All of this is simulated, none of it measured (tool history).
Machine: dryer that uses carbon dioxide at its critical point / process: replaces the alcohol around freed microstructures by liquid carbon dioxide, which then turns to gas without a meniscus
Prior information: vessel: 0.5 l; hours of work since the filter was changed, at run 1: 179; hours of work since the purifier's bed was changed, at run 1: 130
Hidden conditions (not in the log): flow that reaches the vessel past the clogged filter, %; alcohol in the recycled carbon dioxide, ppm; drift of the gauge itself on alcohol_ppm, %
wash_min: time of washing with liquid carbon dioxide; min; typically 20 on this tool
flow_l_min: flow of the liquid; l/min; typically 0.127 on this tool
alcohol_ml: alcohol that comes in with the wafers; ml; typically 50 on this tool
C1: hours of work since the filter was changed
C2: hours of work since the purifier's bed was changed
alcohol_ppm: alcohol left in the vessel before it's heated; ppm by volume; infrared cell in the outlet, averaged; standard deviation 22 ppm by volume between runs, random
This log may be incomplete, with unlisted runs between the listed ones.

{"run": 1, "day": 0.0, "wash_min": 20, "flow_l_min": 0.127, "alcohol_ml": 50, "C1": 179, "C2": 130, "alcohol_ppm": 1808}
{"run": 2, "day": 0.75, "wash_min": 20, "flow_l_min": 0.127, "alcohol_ml": 50, "C1": 190, "C2": 141, "alcohol_ppm": 1755}
{"run": 3, "day": 1.367, "wash_min": 20, "flow_l_min": 0.127, "alcohol_ml": 35, "C1": 199, "C2": 150, "alcohol_ppm": 1288}
{"run": 4, "day": 2.571, "wash_min": 20, "flow_l_min": 0.211, "alcohol_ml": 50, "C1": 218, "C2": 169, "alcohol_ppm": 129}
{"run": 5, "day": 3.717, "wash_min": 20, "flow_l_min": 0.211, "alcohol_ml": 50, "C1": 235, "C2": 186, "alcohol_ppm": 132}
{"run": 6, "day": 4.871, "wash_min": 20, "flow_l_min": 0.211, "alcohol_ml": 50, "C1": 253, "C2": 204, "alcohol_ppm": 138}
{"run": 7, "day": 5.725, "wash_min": 20, "flow_l_min": 0.127, "alcohol_ml": 50, "C1": 266, "C2": 217, "alcohol_ppm": 1982}
{"run": 8, "day": 6.429, "wash_min": 20, "flow_l_min": 0.177, "alcohol_ml": 50, "C1": 277, "C2": 228, "alcohol_ppm": 406}
{"run": 9, "day": 6.975, "wash_min": 24, "flow_l_min": 0.127, "alcohol_ml": 50, "C1": 285, "C2": 236, "alcohol_ppm": 966}
{"run": 10, "day": 7.492, "wash_min": 24, "flow_l_min": 0.206, "alcohol_ml": 50, "C1": 293, "C2": 244, "alcohol_ppm": 56}
{"run": 11, "day": 8.617, "wash_min": 24, "flow_l_min": 0.211, "alcohol_ml": 50, "C1": 310, "C2": 261, "alcohol_ppm": 58}
{"run": 12, "day": 9.475, "wash_min": 24, "flow_l_min": 0.211, "alcohol_ml": 50, "C1": 323, "C2": 274, "alcohol_ppm": 63}
{"run": 13, "day": 10.446, "wash_min": 24, "flow_l_min": 0.211, "alcohol_ml": 50, "C1": 338, "C2": 289, "alcohol_ppm": 63}
{"run": 14, "day": 11.179, "wash_min": 13, "flow_l_min": 0.211, "alcohol_ml": 50, "C1": 349, "C2": 300, "alcohol_ppm": 1435}
{"run": 15, "day": 11.738, "wash_min": 13, "flow_l_min": 0.211, "alcohol_ml": 50, "C1": 358, "C2": 309, "alcohol_ppm": 1458}
{"run": 16, "day": 12.808, "wash_min": 13, "flow_l_min": 0.211, "alcohol_ml": 50, "C1": 374, "C2": 325, "alcohol_ppm": 1493}
{"run": 17, "day": 13.529, "wash_min": 20, "flow_l_min": 0.127, "alcohol_ml": 50, "C1": 385, "C2": 336, "alcohol_ppm": 2255}
{"run": 18, "day": 14.1, "wash_min": 20, "flow_l_min": 0.127, "alcohol_ml": 50, "C1": 394, "C2": 345, "alcohol_ppm": 2361}
{"run": 19, "day": 15.262, "wash_min": 20, "flow_l_min": 0.135, "alcohol_ml": 50, "C1": 411, "C2": 362, "alcohol_ppm": 1865}
{"run": 20, "day": 16.362, "wash_min": 20, "flow_l_min": 0.135, "alcohol_ml": 50, "C1": 428, "C2": 379, "alcohol_ppm": 1948}
{"run": 21, "day": 16.85, "wash_min": 20, "flow_l_min": 0.135, "alcohol_ml": 50, "C1": 436, "C2": 387, "alcohol_ppm": 1980}
{"day": 17.088, "done": "inlet filter changed"}
{"run": 22, "day": 17.938, "wash_min": 20, "flow_l_min": 0.138, "alcohol_ml": 50, "C1": 13, "C2": 403, "alcohol_ppm": 1058}
{"run": 23, "day": 18.846, "wash_min": 30, "flow_l_min": 0.127, "alcohol_ml": 50, "C1": 27, "C2": 416, "alcohol_ppm": 213}
{"run": 24, "day": 19.912, "wash_min": 20, "flow_l_min": 0.166, "alcohol_ml": 62, "C1": 43, "C2": 433, "alcohol_ppm": 517}
{"run": 25, "day": 20.688, "wash_min": 24, "flow_l_min": 0.09, "alcohol_ml": 87, "C1": 55, "C2": 444, "alcohol_ppm": 5588}
{"run": 26, "day": 21.633, "wash_min": 17, "flow_l_min": 0.201, "alcohol_ml": 50, "C1": 69, "C2": 459, "alcohol_ppm": 357}
{"run": 27, "day": 22.421, "wash_min": 17, "flow_l_min": 0.201, "alcohol_ml": 50, "C1": 81, "C2": 471, "alcohol_ppm": 373}
{"run": 28, "day": 23.133, "wash_min": 17, "flow_l_min": 0.201, "alcohol_ml": 50, "C1": 92, "C2": 482, "alcohol_ppm": 359}
{"run": 29, "day": 23.892, "wash_min": 18, "flow_l_min": 0.09, "alcohol_ml": 50, "C1": 104, "C2": 493, "alcohol_ppm": 7839}
{"run": 30, "day": 25.058, "wash_min": 18, "flow_l_min": 0.09, "alcohol_ml": 50, "C1": 122, "C2": 511, "alcohol_ppm": 7699}
{"run": 31, "day": 25.842, "wash_min": 18, "flow_l_min": 0.09, "alcohol_ml": 50, "C1": 134, "C2": 523, "alcohol_ppm": 7982}
{"run": 32, "day": 26.942, "wash_min": 18, "flow_l_min": 0.09, "alcohol_ml": 50, "C1": 150, "C2": 540, "alcohol_ppm": 8077}
{"run": 33, "day": 27.525, "wash_min": 13, "flow_l_min": 0.141, "alcohol_ml": 23, "C1": 159, "C2": 549, "alcohol_ppm": 2461}
{"run": 34, "day": 28.429, "wash_min": 25, "flow_l_min": 0.144, "alcohol_ml": 33, "C1": 173, "C2": 563, "alcohol_ppm": 258}
{"run": 35, "day": 29.171, "wash_min": 25, "flow_l_min": 0.144, "alcohol_ml": 33, "C1": 184, "C2": 574, "alcohol_ppm": 257}
{"run": 36, "day": 30.258, "wash_min": 25, "flow_l_min": 0.144, "alcohol_ml": 33, "C1": 201, "C2": 590, "alcohol_ppm": 258}
{"run": 37, "day": 31.346, "wash_min": 20, "flow_l_min": 0.148, "alcohol_ml": 50, "C1": 218, "C2": 607, "alcohol_ppm": 931}
{"run": 38, "day": 32.338, "wash_min": 18, "flow_l_min": 0.127, "alcohol_ml": 83, "C1": 233, "C2": 622, "alcohol_ppm": 4696}
{"run": 39, "day": 33.446, "wash_min": 20, "flow_l_min": 0.191, "alcohol_ml": 33, "C1": 250, "C2": 639, "alcohol_ppm": 199}
{"run": 40, "day": 33.967, "wash_min": 13, "flow_l_min": 0.191, "alcohol_ml": 116, "C1": 258, "C2": 647, "alcohol_ppm": 4452}
{"run": 41, "day": 34.471, "wash_min": 20, "flow_l_min": 0.192, "alcohol_ml": 50, "C1": 265, "C2": 655, "alcohol_ppm": 267}
{"run": 42, "day": 35.558, "wash_min": 32, "flow_l_min": 0.169, "alcohol_ml": 52, "C1": 282, "C2": 671, "alcohol_ppm": 63}
{"run": 43, "day": 36.629, "wash_min": 30, "flow_l_min": 0.177, "alcohol_ml": 35, "C1": 298, "C2": 688, "alcohol_ppm": 65}
{"run": 44, "day": 37.433, "wash_min": 30, "flow_l_min": 0.177, "alcohol_ml": 35, "C1": 310, "C2": 700, "alcohol_ppm": 66}
{"run": 45, "day": 38.317, "wash_min": 20, "flow_l_min": 0.167, "alcohol_ml": 53, "C1": 324, "C2": 713, "alcohol_ppm": 647}
{"run": 46, "day": 39.475, "wash_min": 23, "flow_l_min": 0.153, "alcohol_ml": 35, "C1": 342, "C2": 731, "alcohol_ppm": 375}

Below are 5 alternative next runs, each starting from the tool's condition after run 46. Predict each:
{"run": "A", "day": 40.479, "wash_min": 20, "flow_l_min": 0.127, "alcohol_ml": 91, "C1": 357, "C2": 746, "alcohol_ppm": "?"}
{"run": "B", "day": 40.479, "wash_min": 17, "flow_l_min": 0.151, "alcohol_ml": 91, "C1": 357, "C2": 746, "alcohol_ppm": "?"}
{"run": "C", "day": 40.479, "wash_min": 23, "flow_l_min": 0.186, "alcohol_ml": 35, "C1": 357, "C2": 746, "alcohol_ppm": "?"}
{"run": "D", "day": 40.479, "wash_min": 31, "flow_l_min": 0.153, "alcohol_ml": 62, "C1": 357, "C2": 746, "alcohol_ppm": "?"}
{"run": "E", "day": 40.479, "wash_min": 23, "flow_l_min": 0.153, "alcohol_ml": 112, "C1": 357, "C2": 746, "alcohol_ppm": "?"}

run=A alcohol_ppm=4032
run=B alcohol_ppm=3713
run=C alcohol_ppm=146
run=D alcohol_ppm=142
run=E alcohol_ppm=1098
With no hidden state in the tool, these same runs would have given:
run=A alcohol_ppm=2609
run=B alcohol_ppm=2374
run=C alcohol_ppm=49
run=D alcohol_ppm=46
run=E alcohol_ppm=579
